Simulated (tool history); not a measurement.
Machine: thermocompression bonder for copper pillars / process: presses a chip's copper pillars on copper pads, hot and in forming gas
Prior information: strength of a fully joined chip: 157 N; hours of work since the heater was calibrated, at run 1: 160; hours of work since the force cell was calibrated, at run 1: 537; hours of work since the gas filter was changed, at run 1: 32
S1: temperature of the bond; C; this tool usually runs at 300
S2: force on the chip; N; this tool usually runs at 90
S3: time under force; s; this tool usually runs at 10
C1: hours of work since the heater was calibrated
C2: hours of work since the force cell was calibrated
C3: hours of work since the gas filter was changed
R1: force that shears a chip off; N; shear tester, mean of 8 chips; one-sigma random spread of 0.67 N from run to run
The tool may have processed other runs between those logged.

run	hour	S1	S2	S3	C1	C2	C3	R1
1	0	300	90	10	160	537	32	82.5
2	71.1	300	90	10	201	578	73	80.8
3	134.2	300	64	10	237	614	109	58.3
4	175.7	300	64	10	260	637	132	58.6
5	224.2	300	90	10	288	665	160	79.7
6	281.6	300	90	10	321	698	193	79.5
7	322.3	300	90	10	344	721	216	79.6
8	379.8	300	90	10	377	754	248	77.4
9	459.8	300	90	17	422	799	294	91.3
10	540.7	300	90	17	468	845	340	90.3
# hour 555.2: force cell calibrated
11	586.3	300	90	17	493	18	365	88.2
12	637.1	300	90	17	522	47	394	88.3
13	681.5	300	90	17	547	72	419	86.6
# hour 712.5: forming gas filter changed
14	753.1	300	90	17	588	112	23	92.7
15	827.1	300	90	29	630	154	65	106.8
16	885.4	300	66	19	663	188	98	71.1
17	946.2	302	73	15	698	222	133	73.5
18	1007.6	329	80	29	733	257	168	118.5
# hour 1023.6: force cell calibrated, once more
19	1055.3	329	80	29	759	18	194	124.7
20	1105	321	123	10	787	46	223	117.3
21	1155.2	300	99	6	816	75	251	72.3
22	1191	314	130	9	836	95	272	112.6
23	1259.1	314	130	9	875	134	310	113.3
24	1340.1	314	126	9	921	180	356	110
25	1419.2	314	128	10	966	225	401	112.6
26	1460.1	324	75	5	990	248	425	65
# hour 1478.1: forming gas filter changed
27	1513	324	75	5	1019	278	20	67.3
28	1578.5	300	90	8	1057	316	57	72.1
29	1616.8	300	135	10	1078	337	79	108.7

4 ways to go on from here, each from the tool as it stands after run 29. What would each give?
A	1674.8	316	135	5	1111	370	112	?
B	1674.8	282	131	11	1111	370	112	?
C	1674.8	322	66	9	1111	370	112	?
D	1674.8	295	135	10	1111	370	112	?

run	R1
A	101.9
B	89.9
C	71.1
D	102.9
Stripped of hidden state, with their random variation kept, the same runs would have yielded:
run	R1
A	110.5
B	98.9
C	78.6
D	111.9

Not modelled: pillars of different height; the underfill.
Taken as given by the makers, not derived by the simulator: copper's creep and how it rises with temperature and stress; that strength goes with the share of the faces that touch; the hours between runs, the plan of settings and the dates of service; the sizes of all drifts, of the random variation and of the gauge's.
